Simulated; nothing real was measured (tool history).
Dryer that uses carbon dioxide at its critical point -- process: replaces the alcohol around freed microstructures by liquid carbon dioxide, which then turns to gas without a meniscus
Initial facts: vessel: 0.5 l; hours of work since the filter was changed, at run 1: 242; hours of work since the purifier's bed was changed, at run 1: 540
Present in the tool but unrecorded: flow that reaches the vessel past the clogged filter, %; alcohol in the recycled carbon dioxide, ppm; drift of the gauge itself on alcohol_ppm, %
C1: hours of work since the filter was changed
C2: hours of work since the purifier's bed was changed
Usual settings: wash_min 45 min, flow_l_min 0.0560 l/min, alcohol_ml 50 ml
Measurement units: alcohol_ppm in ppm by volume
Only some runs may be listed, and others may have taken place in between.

Run 1, day 0.000: usual settings; C1 242; C2 540. Result: alcohol_ppm 980 ppm by volume.
Run 2, day 0.550: usual settings but flow_l_min 0.0821 l/min; C1 252; C2 549. Result: alcohol_ppm 171 ppm by volume.
Run 3, day 1.417: usual settings; C1 267; C2 565. Result: alcohol_ppm 992 ppm by volume.
Run 4, day 2.108: usual settings; C1 280; C2 578. Result: alcohol_ppm 988 ppm by volume.
Run 5, day 2.562: usual settings but flow_l_min 0.0734 l/min; C1 288; C2 586. Result: alcohol_ppm 296 ppm by volume.
Run 6, day 3.321: usual settings but flow_l_min 0.0687 l/min; C1 302; C2 599. Result: alcohol_ppm 400 ppm by volume.
Run 7, day 3.900: usual settings but alcohol_ml 47 ml; C1 312; C2 610. Result: alcohol_ppm 974 ppm by volume.
Run 8, day 4.400: usual settings but alcohol_ml 47 ml; C1 321; C2 619. Result: alcohol_ppm 997 ppm by volume.
Run 9, day 5.262: usual settings but alcohol_ml 47 ml; C1 337; C2 635. Result: alcohol_ppm 1001 ppm by volume.
Run 10, day 6.125: usual settings but wash_min 31 min; C1 352; C2 650. Result: alcohol_ppm 4361 ppm by volume.
Run 11, day 6.550: usual settings but wash_min 31 min; C1 360; C2 658. Result: alcohol_ppm 4357 ppm by volume.
Run 12, day 7.192: usual settings but wash_min 59 min; C1 372; C2 669. Result: alcohol_ppm 338 ppm by volume.
Run 13, day 7.738: usual settings but wash_min 59 min; C1 381; C2 679. Result: alcohol_ppm 341 ppm by volume.
Run 14, day 8.662: usual settings but wash_min 59 min; C1 398; C2 696. Result: alcohol_ppm 344 ppm by volume.
Run 15, day 9.521: usual settings but wash_min 59 min; C1 414; C2 711. Result: alcohol_ppm 346 ppm by volume.
Run 16, day 10.488: usual settings but wash_min 59 min; C1 431; C2 729. Result: alcohol_ppm 368 ppm by volume.
Run 17, day 10.983: usual settings but wash_min 59 min; C1 440; C2 738. Result: alcohol_ppm 370 ppm by volume.
Run 18, day 11.538: usual settings but wash_min 59 min; C1 450; C2 748. Result: alcohol_ppm 388 ppm by volume.
Run 19, day 12.408: usual settings but wash_min 59 min; C1 466; C2 763. Result: alcohol_ppm 384 ppm by volume.
At day 12.704: inlet filter changed.
Run 20, day 13.338: usual settings but wash_min 59 min; C1 11; C2 779. Result: alcohol_ppm 268 ppm by volume.
Run 21, day 14.346: usual settings but wash_min 46 min, flow_l_min 0.0509 l/min, alcohol_ml 116 ml; C1 30; C2 798. Result: alcohol_ppm 2491 ppm by volume.
Run 22, day 15.200: usual settings but wash_min 40 min, flow_l_min 0.0468 l/min, alcohol_ml 58 ml; C1 45; C2 813. Result: alcohol_ppm 3220 ppm by volume.
Run 23, day 15.625: usual settings but wash_min 46 min, flow_l_min 0.0848 l/min, alcohol_ml 51 ml; C1 53; C2 821. Result: alcohol_ppm 165 ppm by volume.
Run 24, day 16.579: usual settings but flow_l_min 0.0913 l/min, alcohol_ml 47 ml; C1 70; C2 838. Result: alcohol_ppm 150 ppm by volume.
Run 25, day 17.429: usual settings but wash_min 63 min, flow_l_min 0.0606 l/min, alcohol_ml 37 ml; C1 85; C2 853. Result: alcohol_ppm 159 ppm by volume.
Run 26, day 18.421: usual settings but wash_min 63 min, flow_l_min 0.0606 l/min, alcohol_ml 37 ml; C1 103; C2 871. Result: alcohol_ppm 177 ppm by volume.
Run 27, day 19.088: usual settings but wash_min 30 min, alcohol_ml 78 ml; C1 115; C2 883. Result: alcohol_ppm 6419 ppm by volume.

Forecast run 28:
Run 28, day 19.554: usual settings but wash_min 30 min, alcohol_ml 115 ml; C1 124; C2 892. Result: alcohol_ppm ?.

{"run 28": {"alcohol_ppm": 9458}}
With no hidden state in the tool, this same run would have given alcohol_ppm 8481 ppm by volume.
